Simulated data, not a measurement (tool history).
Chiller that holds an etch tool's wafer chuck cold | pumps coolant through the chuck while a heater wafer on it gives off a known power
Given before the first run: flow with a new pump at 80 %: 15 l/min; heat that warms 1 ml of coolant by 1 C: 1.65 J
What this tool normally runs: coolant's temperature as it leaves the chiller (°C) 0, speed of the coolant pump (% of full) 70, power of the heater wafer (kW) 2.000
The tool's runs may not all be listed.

| run | hour | coolant's temperature as it leaves the chiller (°C) | speed of the coolant pump (% of full) | power of the heater wafer (kW) | chuck's temperature once it has settled (°C) | how much warmer the coolant comes back (C) |
|---|---|---|---|---|---|---|
| 1 | 0.0 | 0 | 70 | 2.000 | 16.7 | 5.62 |
| 2 | 40.9 | 0 | 70 | 2.000 | 16.8 | 5.59 |
| 3 | 86.7 | 0 | 70 | 2.000 | 16.7 | 5.63 |
| 4 | 127.6 | 0 | 70 | 2.000 | 16.5 | 5.59 |
| 5 | 170.2 | 0 | 70 | 2.000 | 16.6 | 5.64 |
| 6 | 222.7 | 0 | 70 | 1.870 | 15.6 | 5.27 |
| 7 | 259.3 | 0 | 70 | 2.000 | 16.8 | 5.55 |
| 8 | 315.9 | 0 | 70 | 2.000 | 16.6 | 5.62 |
| 9 | 356.3 | 4 | 85 | 1.447 | 14.8 | 3.32 |
| 10 | 417.6 | 0 | 93 | 1.066 | 7.6 | 2.19 |
| 11 | 483.0 | 0 | 76 | 2.000 | 16.0 | 5.14 |
| 12 | 551.0 | 0 | 67 | 2.122 | 18.2 | 6.33 |
| 13 | 586.3 | -9 | 76 | 2.000 | 6.7 | 5.13 |
| 14 | 619.9 | -9 | 89 | 2.351 | 8.0 | 5.10 |

3 options for the next run, each taken on its own from the tool as it stands now. Forecast them:
| A | 665.7 | 3 | 67 | 2.351 | ? | ? |
| B | 665.7 | -7 | 73 | 2.000 | ? | ? |
| C | 665.7 | 7 | 89 | 2.351 | ? | ? |

| run | chuck's temperature once it has settled (°C) | how much warmer the coolant comes back (C) |
|---|---|---|
| A | 23.3 | 6.99 |
| B | 9.4 | 5.35 |
| C | 23.9 | 5.08 |
Had the tool no hidden state, the same runs would have come out as:
| run | chuck's temperature once it has settled (°C) | how much warmer the coolant comes back (C) |
|---|---|---|
| A | 23.3 | 6.98 |
| B | 9.4 | 5.35 |
| C | 23.9 | 5.08 |
